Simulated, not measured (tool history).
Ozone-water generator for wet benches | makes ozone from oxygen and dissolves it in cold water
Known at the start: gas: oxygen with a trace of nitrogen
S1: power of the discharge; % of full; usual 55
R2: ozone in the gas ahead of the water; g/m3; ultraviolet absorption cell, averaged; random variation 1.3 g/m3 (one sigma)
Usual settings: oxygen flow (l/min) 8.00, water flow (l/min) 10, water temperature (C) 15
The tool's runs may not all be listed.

{"run": 1, "hour": 0.0, "S1": 55, "oxygen flow (l/min)": 8.0, "water flow (l/min)": 10, "water temperature (C)": 15, "dissolved ozone (ppm)": 45.5, "R2": 241.8}
{"run": 2, "hour": 123.8, "S1": 55, "oxygen flow (l/min)": 8.0, "water flow (l/min)": 10, "water temperature (C)": 15, "dissolved ozone (ppm)": 45.5, "R2": 243.1}
{"run": 3, "hour": 179.4, "S1": 55, "oxygen flow (l/min)": 8.0, "water flow (l/min)": 10, "water temperature (C)": 15, "dissolved ozone (ppm)": 45.4, "R2": 243.8}
{"run": 4, "hour": 297.9, "S1": 75, "oxygen flow (l/min)": 8.0, "water flow (l/min)": 10, "water temperature (C)": 15, "dissolved ozone (ppm)": 53.2, "R2": 287.4}
{"run": 5, "hour": 379.3, "S1": 55, "oxygen flow (l/min)": 8.0, "water flow (l/min)": 10, "water temperature (C)": 11, "dissolved ozone (ppm)": 49.6, "R2": 243.2}
{"run": 6, "hour": 504.0, "S1": 55, "oxygen flow (l/min)": 8.0, "water flow (l/min)": 8, "water temperature (C)": 15, "dissolved ozone (ppm)": 50.2, "R2": 245.3}
{"run": 7, "hour": 581.5, "S1": 55, "oxygen flow (l/min)": 8.0, "water flow (l/min)": 8, "water temperature (C)": 15, "dissolved ozone (ppm)": 50.3, "R2": 244.2}
{"run": 8, "hour": 665.0, "S1": 55, "oxygen flow (l/min)": 8.0, "water flow (l/min)": 8, "water temperature (C)": 15, "dissolved ozone (ppm)": 50.3, "R2": 245.1}
{"run": 9, "hour": 777.1, "S1": 55, "oxygen flow (l/min)": 8.0, "water flow (l/min)": 8, "water temperature (C)": 15, "dissolved ozone (ppm)": 50.3, "R2": 245.7}
{"run": 10, "hour": 863.2, "S1": 55, "oxygen flow (l/min)": 8.0, "water flow (l/min)": 8, "water temperature (C)": 15, "dissolved ozone (ppm)": 50.4, "R2": 245.5}
{"run": 11, "hour": 922.8, "S1": 55, "oxygen flow (l/min)": 8.0, "water flow (l/min)": 8, "water temperature (C)": 15, "dissolved ozone (ppm)": 50.5, "R2": 243.8}
{"run": 12, "hour": 1048.5, "S1": 55, "oxygen flow (l/min)": 8.0, "water flow (l/min)": 8, "water temperature (C)": 15, "dissolved ozone (ppm)": 50.1, "R2": 246.5}
{"run": 13, "hour": 1174.7, "S1": 92, "oxygen flow (l/min)": 8.0, "water flow (l/min)": 10, "water temperature (C)": 15, "dissolved ozone (ppm)": 60.5, "R2": 323.3}
{"run": 14, "hour": 1289.4, "S1": 92, "oxygen flow (l/min)": 8.0, "water flow (l/min)": 10, "water temperature (C)": 15, "dissolved ozone (ppm)": 60.0, "R2": 326.6}
{"run": 15, "hour": 1344.2, "S1": 92, "oxygen flow (l/min)": 8.0, "water flow (l/min)": 10, "water temperature (C)": 15, "dissolved ozone (ppm)": 60.5, "R2": 325.6}
{"run": 16, "hour": 1466.8, "S1": 92, "oxygen flow (l/min)": 8.0, "water flow (l/min)": 12, "water temperature (C)": 15, "dissolved ozone (ppm)": 54.9, "R2": 324.5}
{"run": 17, "hour": 1544.5, "S1": 55, "oxygen flow (l/min)": 8.14, "water flow (l/min)": 10, "water temperature (C)": 15, "dissolved ozone (ppm)": 45.3, "R2": 242.5}
{"run": 18, "hour": 1635.4, "S1": 42, "oxygen flow (l/min)": 8.81, "water flow (l/min)": 15, "water temperature (C)": 8, "dissolved ozone (ppm)": 35.3, "R2": 199.0}
{"run": 19, "hour": 1744.1, "S1": 42, "oxygen flow (l/min)": 8.81, "water flow (l/min)": 8, "water temperature (C)": 22, "dissolved ozone (ppm)": 35.7, "R2": 201.0}
{"run": 20, "hour": 1813.3, "S1": 81, "oxygen flow (l/min)": 8.0, "water flow (l/min)": 7, "water temperature (C)": 15, "dissolved ozone (ppm)": 65.9, "R2": 301.0}
{"run": 21, "hour": 1892.7, "S1": 81, "oxygen flow (l/min)": 8.0, "water flow (l/min)": 7, "water temperature (C)": 15, "dissolved ozone (ppm)": 65.7, "R2": 301.8}
{"hour": 1925.5, "done": "contactor cleaned"}
{"run": 22, "hour": 2031.4, "S1": 81, "oxygen flow (l/min)": 8.0, "water flow (l/min)": 7, "water temperature (C)": 15, "dissolved ozone (ppm)": 66.1, "R2": 306.8}
{"run": 23, "hour": 2137.6, "S1": 81, "oxygen flow (l/min)": 8.0, "water flow (l/min)": 7, "water temperature (C)": 15, "dissolved ozone (ppm)": 65.9, "R2": 306.8}
{"run": 24, "hour": 2217.3, "S1": 81, "oxygen flow (l/min)": 8.0, "water flow (l/min)": 7, "water temperature (C)": 9, "dissolved ozone (ppm)": 76.3, "R2": 306.2}
{"run": 25, "hour": 2278.2, "S1": 63, "oxygen flow (l/min)": 13.74, "water flow (l/min)": 12, "water temperature (C)": 20, "dissolved ozone (ppm)": 33.7, "R2": 196.4}
{"run": 26, "hour": 2352.8, "S1": 55, "oxygen flow (l/min)": 13.23, "water flow (l/min)": 8, "water temperature (C)": 15, "dissolved ozone (ppm)": 42.6, "R2": 187.0}
{"run": 27, "hour": 2443.6, "S1": 40, "oxygen flow (l/min)": 13.23, "water flow (l/min)": 10, "water temperature (C)": 15, "dissolved ozone (ppm)": 32.9, "R2": 158.3}
{"run": 28, "hour": 2516.2, "S1": 40, "oxygen flow (l/min)": 13.23, "water flow (l/min)": 10, "water temperature (C)": 15, "dissolved ozone (ppm)": 32.7, "R2": 155.0}
{"run": 29, "hour": 2580.6, "S1": 61, "oxygen flow (l/min)": 6.82, "water flow (l/min)": 11, "water temperature (C)": 9, "dissolved ozone (ppm)": 53.4, "R2": 290.4}
{"run": 30, "hour": 2667.0, "S1": 55, "oxygen flow (l/min)": 12.85, "water flow (l/min)": 9, "water temperature (C)": 16, "dissolved ozone (ppm)": 39.8, "R2": 189.4}
{"run": 31, "hour": 2740.7, "S1": 83, "oxygen flow (l/min)": 10.74, "water flow (l/min)": 9, "water temperature (C)": 16, "dissolved ozone (ppm)": 52.5, "R2": 265.3}
{"run": 32, "hour": 2852.7, "S1": 83, "oxygen flow (l/min)": 10.74, "water flow (l/min)": 7, "water temperature (C)": 9, "dissolved ozone (ppm)": 68.8, "R2": 263.4}
{"run": 33, "hour": 2942.3, "S1": 47, "oxygen flow (l/min)": 4.49, "water flow (l/min)": 7, "water temperature (C)": 8, "dissolved ozone (ppm)": 66.5, "R2": 316.9}

Run 34 comes next. What will it give?
{"run": 34, "hour": 3027.3, "S1": 47, "oxygen flow (l/min)": 4.49, "water flow (l/min)": 7, "water temperature (C)": 8, "dissolved ozone (ppm)": "?", "R2": "?"}

{"run 34": {"dissolved ozone (ppm)": 65.6, "R2": 316.0}}
Without the tool's hidden state the same run would have given dissolved ozone (ppm) 65.7, R2 308.2 g/m3.
